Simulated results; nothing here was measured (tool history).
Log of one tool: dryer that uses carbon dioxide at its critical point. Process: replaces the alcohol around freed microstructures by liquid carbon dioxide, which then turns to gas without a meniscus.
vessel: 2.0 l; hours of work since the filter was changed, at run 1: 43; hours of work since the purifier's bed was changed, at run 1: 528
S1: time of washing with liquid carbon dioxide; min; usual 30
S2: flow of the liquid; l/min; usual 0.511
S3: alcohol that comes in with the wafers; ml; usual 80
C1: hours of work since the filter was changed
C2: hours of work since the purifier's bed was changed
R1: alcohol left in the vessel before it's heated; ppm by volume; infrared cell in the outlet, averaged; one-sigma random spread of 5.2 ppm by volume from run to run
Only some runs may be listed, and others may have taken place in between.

run 1 hour=0.0 | S1=30 S2=0.511 S3=80 | C1=43 C2=528 | R1=147
run 2 hour=14.2 | S1=30 S2=0.511 S3=80 | C1=54 C2=539 | R1=153
run 3 hour=26.6 | S1=30 S2=0.511 S3=80 | C1=64 C2=549 | R1=156
run 4 hour=49.6 | S1=30 S2=0.511 S3=80 | C1=82 C2=566 | R1=150
run 5 hour=67.7 | S1=36 S2=0.511 S3=80 | C1=95 C2=580 | R1=91
run 6 hour=88.5 | S1=23 S2=0.511 S3=80 | C1=111 C2=596 | R1=489
run 7 hour=112.1 | S1=23 S2=0.511 S3=80 | C1=129 C2=614 | R1=509
run 8 hour=129.9 | S1=23 S2=0.511 S3=80 | C1=143 C2=628 | R1=491
run 9 hour=145.8 | S1=23 S2=0.511 S3=80 | C1=155 C2=640 | R1=524
run 10 hour=166.8 | S1=32 S2=0.511 S3=80 | C1=171 C2=656 | R1=149
run 11 hour=183.5 | S1=32 S2=0.511 S3=80 | C1=184 C2=669 | R1=138
run 12 hour=198.0 | S1=30 S2=0.739 S3=80 | C1=195 C2=680 | R1=70
run 13 hour=220.9 | S1=30 S2=0.739 S3=80 | C1=213 C2=698 | R1=73
run 14 hour=234.3 | S1=30 S2=0.739 S3=80 | C1=223 C2=708 | R1=71
run 15 hour=257.7 | S1=47 S2=0.782 S3=22 | C1=241 C2=726 | R1=68
run 16 hour=283.0 | S1=20 S2=0.413 S3=86 | C1=260 C2=745 | R1=2213
run 17 hour=295.1 | S1=45 S2=0.511 S3=80 | C1=270 C2=754 | R1=77
run 18 hour=310.8 | S1=31 S2=0.511 S3=61 | C1=282 C2=766 | R1=174
run 19 hour=330.8 | S1=31 S2=0.511 S3=61 | C1=297 C2=782 | R1=162
-- hour=341.4 inlet filter changed
run 20 hour=346.6 | S1=27 S2=0.511 S3=47 | C1=4 C2=793 | R1=183
run 21 hour=363.4 | S1=30 S2=0.498 S3=80 | C1=17 C2=806 | R1=194
run 22 hour=381.9 | S1=30 S2=0.498 S3=80 | C1=31 C2=820 | R1=204
run 23 hour=399.8 | S1=34 S2=0.407 S3=70 | C1=45 C2=834 | R1=255
run 24 hour=425.6 | S1=30 S2=0.542 S3=23 | C1=64 C2=854 | R1=110
run 25 hour=436.8 | S1=30 S2=0.542 S3=23 | C1=73 C2=862 | R1=91
run 26 hour=458.1 | S1=39 S2=0.704 S3=22 | C1=89 C2=879 | R1=82
run 27 hour=472.0 | S1=44 S2=0.704 S3=93 | C1=100 C2=889 | R1=82

Difference, measured minus no-hidden-state, one row per run. Run-to-run variation is common to both terms; the gauge's own scatter need not be:
Hidden state present: flow that reaches the vessel past the clogged filter, %; alcohol in the recycled carbon dioxide, ppm; drift of the gauge itself on alcohol_ppm, %.
run=1 R1=+51
run=2 R1=+54
run=3 R1=+56
run=4 R1=+59
run=5 R1=+54
run=6 R1=+103
run=7 R1=+115
run=8 R1=+120
run=9 R1=+129
run=10 R1=+77
run=11 R1=+76
run=12 R1=+61
run=13 R1=+61
run=14 R1=+63
run=15 R1=+61
run=16 R1=+466
run=17 R1=+67
run=18 R1=+96
run=19 R1=+100
run=20 R1=+71
run=21 R1=+74
run=22 R1=+81
run=23 R1=+88
run=24 R1=+74
run=25 R1=+76
run=26 R1=+74
run=27 R1=+74

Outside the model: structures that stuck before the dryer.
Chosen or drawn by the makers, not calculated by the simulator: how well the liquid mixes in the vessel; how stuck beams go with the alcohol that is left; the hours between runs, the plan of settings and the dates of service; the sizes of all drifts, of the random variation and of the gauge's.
